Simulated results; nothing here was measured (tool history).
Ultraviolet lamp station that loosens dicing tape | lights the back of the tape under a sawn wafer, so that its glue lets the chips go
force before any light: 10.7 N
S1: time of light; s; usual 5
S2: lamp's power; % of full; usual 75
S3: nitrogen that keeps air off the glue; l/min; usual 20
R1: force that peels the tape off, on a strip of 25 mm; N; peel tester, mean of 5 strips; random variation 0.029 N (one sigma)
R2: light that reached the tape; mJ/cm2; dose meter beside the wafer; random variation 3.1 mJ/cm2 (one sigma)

run	day	S1	S2	S3	R1	R2
1	0	5	75	20	1.618	434
2	0.2	5	88	20	1.217	510
3	0.521	5	88	20	1.216	504
4	0.808	5	88	20	1.245	506
5	1.225	5	88	20	1.293	509
6	1.558	5	88	20	1.312	500
7	1.962	5	88	20	1.245	496
8	2.158	5	88	20	1.347	502
9	2.567	5	88	20	1.317	497
10	2.888	5	88	20	1.338	495
11	3.1	5	88	20	1.3	496
12	3.312	5	75	20	1.768	419
13	3.729	5	75	20	1.751	423
14	3.912	5	75	20	1.744	423
15	4.321	4	81	37	1.881	365
16	4.75	3	90	20	2.9	301
17	4.95	4	90	22	1.809	397

The next listed run, before its measurement:
18	5.146	5	90	15	?	?

R1: 1.418 N
R2: 500 mJ/cm2
Without the tool's hidden state the same run would have given R1 1.116 N, R2 568 mJ/cm2.
